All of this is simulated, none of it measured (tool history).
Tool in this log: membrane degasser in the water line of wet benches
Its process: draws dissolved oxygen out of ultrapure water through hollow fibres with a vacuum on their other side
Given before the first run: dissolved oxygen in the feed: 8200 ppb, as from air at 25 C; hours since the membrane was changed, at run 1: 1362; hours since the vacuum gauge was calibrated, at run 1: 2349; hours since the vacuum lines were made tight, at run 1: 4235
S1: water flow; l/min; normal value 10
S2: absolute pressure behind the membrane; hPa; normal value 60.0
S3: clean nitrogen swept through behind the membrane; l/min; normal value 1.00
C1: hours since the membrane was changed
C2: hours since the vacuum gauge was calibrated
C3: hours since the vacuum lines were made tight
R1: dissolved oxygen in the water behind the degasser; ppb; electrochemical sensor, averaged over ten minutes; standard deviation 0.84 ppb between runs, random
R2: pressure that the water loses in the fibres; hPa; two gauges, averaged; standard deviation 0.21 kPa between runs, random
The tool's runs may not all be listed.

run 1 hour=0.0 | S1=10 S2=60.0 S3=1.00 | C1=1362 C2=2349 C3=4235 | R1=78.4 R2=483.6
run 2 hour=77.4 | S1=10 S2=88.5 S3=1.00 | C1=1440 C2=2426 C3=4312 | R1=143.2 R2=487.8
run 3 hour=191.6 | S1=10 S2=88.5 S3=1.00 | C1=1554 C2=2541 C3=4426 | R1=143.9 R2=489.3
run 4 hour=269.7 | S1=10 S2=88.5 S3=1.00 | C1=1632 C2=2619 C3=4504 | R1=143.5 R2=488.7
run 5 hour=349.0 | S1=10 S2=114.7 S3=1.00 | C1=1711 C2=2698 C3=4584 | R1=204.2 R2=487.3
run 6 hour=489.8 | S1=10 S2=60.0 S3=1.00 | C1=1852 C2=2839 C3=4724 | R1=77.2 R2=492.7
run 7 hour=611.6 | S1=10 S2=60.0 S3=1.00 | C1=1974 C2=2961 C3=4846 | R1=78.8 R2=494.4
run 8 hour=717.7 | S1=10 S2=60.0 S3=1.00 | C1=2080 C2=3067 C3=4952 | R1=78.8 R2=491.5
run 9 hour=871.0 | S1=10 S2=60.0 S3=1.00 | C1=2233 C2=3220 C3=5106 | R1=77.4 R2=492.5
run 10 hour=950.8 | S1=10 S2=60.0 S3=1.00 | C1=2313 C2=3300 C3=5185 | R1=78.6 R2=493.3
run 11 hour=1096.8 | S1=10 S2=60.0 S3=0.52 | C1=2459 C2=3446 C3=5331 | R1=129.5 R2=496.3
run 12 hour=1176.9 | S1=10 S2=60.0 S3=0.52 | C1=2539 C2=3526 C3=5411 | R1=132.2 R2=496.2
-- hour=1293.7 gauge calibrated
run 13 hour=1320.0 | S1=10 S2=60.0 S3=0.52 | C1=2682 C2=3669 C3=5555 | R1=132.0 R2=484.4
run 14 hour=1387.5 | S1=10 S2=60.0 S3=1.00 | C1=2750 C2=3736 C3=5622 | R1=79.5 R2=489.7
run 15 hour=1492.8 | S1=6 S2=60.0 S3=1.00 | C1=2855 C2=3842 C3=5727 | R1=42.8 R2=291.7
run 16 hour=1633.6 | S1=6 S2=60.0 S3=1.00 | C1=2996 C2=3983 C3=5868 | R1=43.0 R2=292.6
run 17 hour=1762.9 | S1=7 S2=38.6 S3=1.00 | C1=3125 C2=4112 C3=5998 | R1=13.9 R2=342.9
-- hour=1822.2 vacuum gauge calibrated
run 18 hour=1914.4 | S1=10 S2=46.7 S3=0.74 | C1=3276 C2=92 C3=6149 | R1=58.0 R2=490.7
run 19 hour=1983.6 | S1=10 S2=36.1 S3=1.68 | C1=3346 C2=161 C3=6218 | R1=17.3 R2=488.5
run 20 hour=2072.4 | S1=10 S2=36.1 S3=1.68 | C1=3434 C2=250 C3=6307 | R1=18.1 R2=490.0
-- hour=2224.9 seals of the vacuum lines changed
run 21 hour=2224.9 | S1=10 S2=36.1 S3=1.68 | C1=3585 C2=401 C3=0 | R1=17.3 R2=494.8
run 22 hour=2355.8 | S1=10 S2=36.1 S3=1.68 | C1=3716 C2=532 C3=131 | R1=18.1 R2=497.3
run 23 hour=2462.8 | S1=6 S2=65.7 S3=0.74 | C1=3823 C2=639 C3=238 | R1=67.7 R2=298.8
run 24 hour=2613.9 | S1=6 S2=65.7 S3=0.74 | C1=3974 C2=790 C3=389 | R1=66.9 R2=300.5
run 25 hour=2706.5 | S1=6 S2=133.1 S3=0.55 | C1=4066 C2=882 C3=482 | R1=250.2 R2=299.7
run 26 hour=2791.0 | S1=10 S2=107.9 S3=1.48 | C1=4151 C2=967 C3=566 | R1=132.3 R2=500.1
run 27 hour=2931.8 | S1=10 S2=107.9 S3=1.48 | C1=4292 C2=1108 C3=707 | R1=134.6 R2=501.3
run 28 hour=3077.7 | S1=10 S2=107.9 S3=1.48 | C1=4438 C2=1254 C3=853 | R1=134.1 R2=502.2
run 29 hour=3151.2 | S1=10 S2=57.6 S3=0.68 | C1=4511 C2=1327 C3=926 | R1=98.1 R2=500.3
run 30 hour=3267.2 | S1=10 S2=57.6 S3=0.68 | C1=4627 C2=1443 C3=1042 | R1=99.9 R2=502.8
-- hour=3303.5 gauge calibrated
run 31 hour=3342.8 | S1=10 S2=57.6 S3=0.68 | C1=4703 C2=1519 C3=1118 | R1=96.9 R2=488.6
run 32 hour=3478.0 | S1=15 S2=74.7 S3=0.77 | C1=4838 C2=1654 C3=1253 | R1=224.8 R2=734.3

Describe how what the log doesn't record of the tool's condition differs between the last listed run preceding each entry between runs and the first listed run following it.
From run 12 to run 13: gauge calibrated (hour 1293.7)
  drift of the gauge itself on loss_of_pressure_kpa, %: 2.14 -> 0.05
  the result without the hidden state subtracted from the measured one, R2: +10.6 -> +0.4 hPa
From run 17 to run 18: vacuum gauge calibrated (hour 1822.2)
  true pressure behind the membrane over the reading, kPa: 0.01 -> 0; drift of the gauge itself on loss_of_pressure_kpa, %: 0.85 -> 1.13
  the result without the hidden state subtracted from the measured one, R2: +3.1 -> +5.7 hPa
From run 20 to run 21: seals of the vacuum lines changed (hour 2224.9)
  air that leaks in behind the membrane, l/min: 0.0026 -> 0.002; drift of the gauge itself on loss_of_pressure_kpa, %: 1.42 -> 1.69
  the result without the hidden state subtracted from the measured one, R2: +7.2 -> +8.5 hPa
From run 30 to run 31: gauge calibrated (hour 3303.5)
  drift of the gauge itself on loss_of_pressure_kpa, %: 3.58 -> 0.07
  the result without the hidden state subtracted from the measured one, R2: +17.7 -> +0.7 hPa
